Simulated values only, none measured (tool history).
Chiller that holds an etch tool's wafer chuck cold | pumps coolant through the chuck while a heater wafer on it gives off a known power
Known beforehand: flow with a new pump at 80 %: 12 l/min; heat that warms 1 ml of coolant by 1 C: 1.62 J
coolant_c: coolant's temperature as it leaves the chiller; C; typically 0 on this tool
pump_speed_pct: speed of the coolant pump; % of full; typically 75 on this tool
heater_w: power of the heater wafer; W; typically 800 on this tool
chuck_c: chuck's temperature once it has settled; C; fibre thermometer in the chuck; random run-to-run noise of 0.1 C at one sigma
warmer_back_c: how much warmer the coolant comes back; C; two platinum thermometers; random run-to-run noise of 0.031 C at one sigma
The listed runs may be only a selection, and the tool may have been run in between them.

run     day  coolant_c  pump_speed_pct  heater_w  chuck_c  warmer_back_c
  1   0.000          0              75       800      9.6           2.82
  2   5.858          0              75       800      9.6           2.83
  3   8.983          4              75       800     13.7           2.85
  4  16.646          4              75       416      8.8           1.41
  5  19.758          0              89       800      8.5           2.44
  6  26.021          0              75       800      9.9           2.87
  7  29.858          0              81       800      9.1           2.67
  8  37.558          0              81       800      9.2           2.62
     38.292  -- coolant changed, channels flushed
     39.054  -- chiller's thermometer calibrated
  9  43.704          0              81       800      8.3           2.67
 10  50.517          0              81       800      8.6           2.62
 11  56.854          0              70       984     11.6           3.74
 12  62.929          1              77       465      6.1           1.61
 13  69.092          1              77       465      6.3           1.64

Below are 3 alternative next runs, each starting from the tool's condition after run 13. Predict each:
  A  75.525          1              77       610        ?              ?
  B  75.525         -4              75       800        ?              ?
  C  75.525          3              75       800        ?              ?

run  chuck_c  warmer_back_c
  A      7.8           2.19
  B      5.1           2.85
  C     12.1           2.85
With the hidden condition removed and each run's random variation left untouched, the same runs would have given:
run  chuck_c  warmer_back_c
  A      7.2           2.00
  B      4.3           2.59
  C     11.3           2.58
